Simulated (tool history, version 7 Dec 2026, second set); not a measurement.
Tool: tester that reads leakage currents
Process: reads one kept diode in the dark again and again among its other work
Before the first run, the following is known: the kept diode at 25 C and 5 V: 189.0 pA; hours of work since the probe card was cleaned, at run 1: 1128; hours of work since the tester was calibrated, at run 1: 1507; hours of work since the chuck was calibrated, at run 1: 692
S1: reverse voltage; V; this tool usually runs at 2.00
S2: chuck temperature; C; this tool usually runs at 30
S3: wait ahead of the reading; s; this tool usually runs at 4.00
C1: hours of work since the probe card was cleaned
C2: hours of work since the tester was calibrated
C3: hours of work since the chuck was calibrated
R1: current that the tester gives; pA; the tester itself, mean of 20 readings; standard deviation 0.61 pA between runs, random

run	hour	S1	S2	S3	C1	C2	C3	R1
1	0.0	2.00	30	4.00	1128	1507	692	210.47
# hour 16.2: probe card cleaned and baked
2	273.2	2.00	28	4.00	180	1696	880	183.40
3	447.9	2.00	30	4.50	302	1818	1002	214.25
4	658.4	2.00	30	4.00	449	1965	1149	215.60
5	898.7	2.00	30	4.00	616	2133	1317	217.05
# hour 919.7: chuck's temperature calibrated
6	1039.4	2.00	30	4.00	713	2229	84	207.77
7	1271.3	2.00	29	4.00	875	2391	246	195.05
8	1474.7	2.00	46	0.64	1017	2533	388	639.11
# hour 1532.1: probe card cleaned and baked, once more
9	1749.9	2.00	46	0.64	152	2723	578	642.76
10	1975.5	2.00	46	0.64	310	2881	735	646.72
11	2214.7	4.88	46	0.53	477	3048	902	877.09
12	2454.8	2.00	51	4.00	644	3216	1070	909.56

Branching from run 12: 4 alternative next runs. What would each branch give?
A	2598.6	19.14	47	2.79	745	3316	1170	?
B	2598.6	7.21	28	8.33	745	3316	1170	?
C	2598.6	1.30	51	2.30	745	3316	1170	?
D	2598.6	2.81	30	4.00	745	3316	1170	?

run	R1
A	1504.41
B	286.63
C	787.01
D	243.02
The same runs, with their run-to-run variation unchanged, on a tool lacking any hidden condition would have given:
run	R1
A	1421.96
B	267.82
C	748.81
D	228.77
